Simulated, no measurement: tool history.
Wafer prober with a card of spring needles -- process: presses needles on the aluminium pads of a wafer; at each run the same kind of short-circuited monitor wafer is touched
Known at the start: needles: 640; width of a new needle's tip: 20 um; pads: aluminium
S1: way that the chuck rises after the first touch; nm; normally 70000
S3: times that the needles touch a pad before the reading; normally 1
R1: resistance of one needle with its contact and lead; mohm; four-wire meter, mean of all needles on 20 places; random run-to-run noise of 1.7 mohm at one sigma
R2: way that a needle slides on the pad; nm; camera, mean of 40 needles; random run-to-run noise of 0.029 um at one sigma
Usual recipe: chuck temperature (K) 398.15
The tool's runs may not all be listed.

Run 1, hour 0: usual settings. Result: R1 169 mohm, R2 12240 nm.
Run 2, hour 13.6: usual settings. Result: R1 167 mohm, R2 12260 nm.
At hour 20.6: tips cleaned on abrasive film.
Run 3, hour 27.8: usual settings. Result: R1 168 mohm, R2 12280 nm.
Run 4, hour 38.3: usual settings. Result: R1 167 mohm, R2 12240 nm.
At hour 46.3: tips cleaned on abrasive film.
Run 5, hour 47.2: usual settings. Result: R1 169 mohm, R2 12230 nm.
Run 6, hour 62.2: usual settings. Result: R1 167 mohm, R2 12220 nm.
At hour 72.7: tips cleaned on abrasive film.
Run 7, hour 75.3: usual settings. Result: R1 167 mohm, R2 12270 nm.
Run 8, hour 85: usual settings. Result: R1 166 mohm, R2 12270 nm.
Run 9, hour 94.3: usual settings. Result: R1 169 mohm, R2 12230 nm.
At hour 98.3: tips cleaned on abrasive film.
Run 10, hour 107.8: usual settings. Result: R1 168 mohm, R2 12310 nm.
Run 11, hour 117.1: usual settings. Result: R1 166 mohm, R2 12210 nm.
At hour 124.8: tips cleaned on abrasive film.
Run 12, hour 127.6: usual settings but S1 78000 nm, chuck temperature (K) 314.15, S3 2. Result: R1 150 mohm, R2 13590 nm.
Run 13, hour 137.9: usual settings. Result: R1 165 mohm, R2 12270 nm.
Run 14, hour 148.2: usual settings but S1 69000 nm. Result: R1 167 mohm, R2 12050 nm.
At hour 151: tips cleaned on abrasive film.
Run 15, hour 165.3: usual settings but S1 69000 nm, chuck temperature (K) 324.15. Result: R1 153 mohm, R2 12050 nm.
Run 16, hour 175.2: usual settings but S1 69000 nm, chuck temperature (K) 324.15. Result: R1 153 mohm, R2 12070 nm.
At hour 177.6: tips cleaned on abrasive film.
Run 17, hour 190.9: usual settings but S1 51000 nm, chuck temperature (K) 306.15. Result: R1 158 mohm, R2 8950 nm.
Run 18, hour 201.5: usual settings but S1 66000 nm. Result: R1 170 mohm, R2 11580 nm.
At hour 203.9: tips cleaned on abrasive film.
Run 19, hour 216.1: usual settings but S1 78000 nm, chuck temperature (K) 310.15. Result: R1 148 mohm, R2 13660 nm.
Run 20, hour 226.2: usual settings but S1 50000 nm, chuck temperature (K) 378.15, S3 2. Result: R1 173 mohm, R2 8770 nm.
At hour 230: tips cleaned on abrasive film.
Run 21, hour 237.8: usual settings but S1 61000 nm, chuck temperature (K) 326.15, S3 2. Result: R1 155 mohm, R2 10640 nm.
Run 22, hour 255: usual settings but S1 61000 nm, chuck temperature (K) 326.15, S3 2. Result: R1 156 mohm, R2 10670 nm.

Consider 5 possible next runs. They are alternatives, not a sequence: every one starts from the tool as it was left by run 22. What does each give?
At hour 256.1: tips cleaned on abrasive film.
Run A, hour 269: usual settings but chuck temperature (K) 313.15. Result: R1 ?, R2 ?.
At hour 256.1: tips cleaned on abrasive film.
Run B, hour 269: usual settings but S1 61000 nm, chuck temperature (K) 366.15. Result: R1 ?, R2 ?.
At hour 256.1: tips cleaned on abrasive film.
Run C, hour 269: usual settings but S1 52000 nm, S3 3. Result: R1 ?, R2 ?.
At hour 256.1: tips cleaned on abrasive film.
Run D, hour 269: usual settings but S1 78000 nm, chuck temperature (K) 303.15. Result: R1 ?, R2 ?.
At hour 256.1: tips cleaned on abrasive film.
Run E, hour 269: usual settings but S1 67000 nm, chuck temperature (K) 326.15, S3 2. Result: R1 ?, R2 ?.

run   R1     R2
  A  150  12280
  B  165  10690
  C  174   9100
  D  149  13680
  E  153  11720
With no hidden state in the tool, these same runs would have given:
run   R1     R2
  A  149  12280
  B  164  10690
  C  173   9100
  D  148  13690
  E  153  11720

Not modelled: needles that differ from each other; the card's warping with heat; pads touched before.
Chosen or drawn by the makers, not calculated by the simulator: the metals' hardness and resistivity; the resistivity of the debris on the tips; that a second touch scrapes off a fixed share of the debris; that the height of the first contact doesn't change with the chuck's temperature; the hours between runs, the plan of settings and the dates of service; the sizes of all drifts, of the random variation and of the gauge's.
